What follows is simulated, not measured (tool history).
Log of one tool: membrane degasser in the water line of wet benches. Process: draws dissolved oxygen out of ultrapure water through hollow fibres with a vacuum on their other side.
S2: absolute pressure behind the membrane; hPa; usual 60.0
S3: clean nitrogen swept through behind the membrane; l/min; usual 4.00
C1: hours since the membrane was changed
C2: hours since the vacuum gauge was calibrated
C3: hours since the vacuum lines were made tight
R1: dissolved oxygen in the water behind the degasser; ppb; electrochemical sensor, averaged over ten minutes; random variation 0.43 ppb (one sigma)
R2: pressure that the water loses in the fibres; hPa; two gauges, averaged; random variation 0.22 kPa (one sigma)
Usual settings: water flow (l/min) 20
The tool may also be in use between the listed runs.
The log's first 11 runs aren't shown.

run 12 day=114.217 | water_flow_(l/min)=14 S2=60.0 S3=4.00 | C1=6857 C2=556 C3=1703 | R1=25.4 R2=387.1
run 13 day=121.362 | water_flow_(l/min)=14 S2=60.0 S3=4.00 | C1=7028 C2=728 C3=1875 | R1=24.8 R2=385.4
run 14 day=127.188 | water_flow_(l/min)=20 S2=60.0 S3=4.00 | C1=7168 C2=868 C3=2014 | R1=43.4 R2=552.2
run 15 day=132.746 | water_flow_(l/min)=20 S2=60.0 S3=4.00 | C1=7301 C2=1001 C3=2148 | R1=42.9 R2=553.3
run 16 day=144.683 | water_flow_(l/min)=25 S2=60.0 S3=4.00 | C1=7588 C2=1288 C3=2434 | R1=73.2 R2=688.6
run 17 day=157.271 | water_flow_(l/min)=20 S2=60.0 S3=11.97 | C1=7890 C2=1590 C3=2736 | R1=20.8 R2=553.9
run 18 day=164.921 | water_flow_(l/min)=20 S2=60.0 S3=11.97 | C1=8074 C2=1773 C3=2920 | R1=21.7 R2=552.3
run 19 day=173.467 | water_flow_(l/min)=14 S2=74.7 S3=7.15 | C1=8279 C2=1978 C3=3125 | R1=21.3 R2=390.2
run 20 day=183.525 | water_flow_(l/min)=27 S2=51.8 S3=5.19 | C1=8520 C2=2220 C3=3367 | R1=68.0 R2=747.4
run 21 day=191.262 | water_flow_(l/min)=15 S2=60.0 S3=11.14 | C1=8706 C2=2406 C3=3552 | R1=11.0 R2=415.5
run 22 day=200.546 | water_flow_(l/min)=25 S2=60.0 S3=2.47 | C1=8929 C2=2628 C3=3775 | R1=96.9 R2=692.0
run 23 day=205.958 | water_flow_(l/min)=19 S2=121.5 S3=3.83 | C1=9059 C2=2758 C3=3905 | R1=114.5 R2=523.8
run 24 day=214.346 | water_flow_(l/min)=19 S2=121.5 S3=3.83 | C1=9260 C2=2959 C3=4106 | R1=113.4 R2=526.1
run 25 day=226.942 | water_flow_(l/min)=19 S2=121.5 S3=3.83 | C1=9562 C2=3262 C3=4409 | R1=113.5 R2=524.2
run 26 day=234.496 | water_flow_(l/min)=23 S2=37.4 S3=6.13 | C1=9743 C2=3443 C3=4590 | R1=25.4 R2=637.5
-- day=244.017 vacuum gauge calibrated
run 27 day=245.662 | water_flow_(l/min)=16 S2=106.9 S3=8.92 | C1=10011 C2=40 C3=4857 | R1=35.3 R2=442.8
run 28 day=253.658 | water_flow_(l/min)=13 S2=106.9 S3=9.50 | C1=10203 C2=231 C3=5049 | R1=25.7 R2=363.3
run 29 day=262.012 | water_flow_(l/min)=23 S2=60.0 S3=2.15 | C1=10403 C2=432 C3=5250 | R1=90.9 R2=636.6
run 30 day=269.688 | water_flow_(l/min)=22 S2=60.0 S3=3.65 | C1=10588 C2=616 C3=5434 | R1=57.3 R2=608.9
run 31 day=280.525 | water_flow_(l/min)=22 S2=60.0 S3=8.42 | C1=10848 C2=876 C3=5694 | R1=34.2 R2=606.8

Run 32 comes next. What will it give?
run 32 day=287.904 | water_flow_(l/min)=31 S2=85.0 S3=4.00 | C1=11025 C2=1053 C3=5871 | R1=? R2=?

R1: 173.9 ppb
R2: 854.5 hPa
Without the tool's hidden state the same run would have given R1 173.5 ppb, R2 853.6 hPa.

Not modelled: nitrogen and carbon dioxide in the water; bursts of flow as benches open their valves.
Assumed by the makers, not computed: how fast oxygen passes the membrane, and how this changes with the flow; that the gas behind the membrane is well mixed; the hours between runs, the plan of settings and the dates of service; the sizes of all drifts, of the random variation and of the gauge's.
